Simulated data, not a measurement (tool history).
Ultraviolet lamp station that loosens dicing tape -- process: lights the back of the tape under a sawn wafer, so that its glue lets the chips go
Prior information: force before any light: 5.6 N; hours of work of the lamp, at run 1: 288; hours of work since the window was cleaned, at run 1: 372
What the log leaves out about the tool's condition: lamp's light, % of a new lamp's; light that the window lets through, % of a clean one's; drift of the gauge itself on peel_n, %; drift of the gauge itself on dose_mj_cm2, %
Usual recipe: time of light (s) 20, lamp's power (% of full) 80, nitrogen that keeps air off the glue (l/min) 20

run    hour  time of light (s)  lamp's power (% of full)  nitrogen that keeps air off the glue (l/min)  hours of work of the lamp  hours of work since the window was cleaned  force that peels the tape off (N)  light that reached the tape (mJ/cm²)
  1     0.0                 20                        80                                            20                        288                                         372                              0.661                                   390
  2    41.1                 20                        71                                            20                        307                                         392                              0.851                                   340
  3    87.3                 20                        80                                            20                        329                                         414                              0.701                                   376
  4   132.0                 20                        80                                            20                        351                                         435                              0.721                                   375
  5   196.5                 20                        80                                            20                        381                                         466                              0.774                                   364
  6   234.4                 20                        80                                            20                        399                                         484                              0.750                                   370
  7   269.1                 20                        80                                            20                        416                                         500                              0.763                                   362
  8   305.3                 20                        80                                            28                        433                                         518                              0.669                                   364
  9   347.0                 20                        80                                            20                        453                                         538                              0.808                                   363
 10   390.7                 20                        80                                            20                        474                                         558                              0.816                                   354
 11   417.5                 20                        80                                            20                        487                                         571                              0.810                                   349
 12   466.4                 20                        80                                            20                        510                                         594                              0.828                                   347
 13   507.3                 20                        70                                            20                        529                                         614                              1.023                                   301
 14   546.5                 20                        70                                            20                        548                                         632                              1.046                                   298
 15   610.1                 20                        70                                            20                        578                                         663                              1.089                                   293
 16   641.6                 20                        70                                            20                        593                                         678                              1.105                                   291
      672.9  -- window cleaned of glue's vapour
 17   687.5                 20                        70                                            20                        615                                           7                              0.855                                   349
 18   719.2                 20                        80                                            20                        630                                          22                              0.676                                   386
 19   758.8                 19                        80                                            20                        649                                          41                              0.740                                   370
 20   801.2                 19                        80                                            20                        669                                          61                              0.764                                   365
 21   853.8                 19                        80                                            20                        694                                          86                              0.774                                   365
 22   895.1                 29                        60                                            20                        714                                         106                              0.610                                   407
 23   953.8                 20                        80                                             7                        742                                         134                              1.275                                   369
 24   985.1                 20                        80                                             7                        757                                         149                              1.228                                   367
 25  1015.2                 20                        80                                             7                        771                                         163                              1.317                                   371
 26  1059.3                 20                        62                                            22                        792                                         184                              1.102                                   283
 27  1108.0                 26                        80                                             8                        815                                         207                              0.814                                   466
 28  1171.5                 15                        73                                            17                        845                                         237                              1.514                                   242
 29  1231.8                 15                        73                                            17                        874                                         266                              1.579                                   237
 30  1268.1                 35                        89                                            26                        891                                         283                              0.196                                   672
 31  1320.5                 35                        89                                            26                        916                                         308                              0.209                                   665
 32  1358.8                 35                        89                                            26                        934                                         327                              0.202                                   654
 33  1394.4                 14                        74                                            26                        951                                         343                              1.516                                   221
 34  1451.6                 18                        80                                            20                        979                                         371                              1.072                                   294
 35  1506.7                 18                        80                                            20                       1005                                         397                              1.065                                   290
 36  1538.1                 18                        80                                            20                       1020                                         412                              1.097                                   293
 37  1569.7                 30                        80                                            33                       1035                                         427                              0.326                                   485
 38  1623.8                 30                        80                                            33                       1061                                         453                              0.346                                   480
 39  1682.1                 20                        76                                            20                       1088                                         480                              1.043                                   298

Hidden condition of the tool, last listed run before each entry between runs versus first listed run after:
Logged between run 16 and run 17: window cleaned of glue's vapour (hour 672.9)
  lamp's light, % of a new lamp's: 86.4 -> 85.9; light that the window lets through, % of a clean one's: 83.8 -> 99.7
  measured less the result without the state, force that peels the tape off (N): +0.473 -> +0.209; light that reached the tape (mJ/cm²): -111 -> -58

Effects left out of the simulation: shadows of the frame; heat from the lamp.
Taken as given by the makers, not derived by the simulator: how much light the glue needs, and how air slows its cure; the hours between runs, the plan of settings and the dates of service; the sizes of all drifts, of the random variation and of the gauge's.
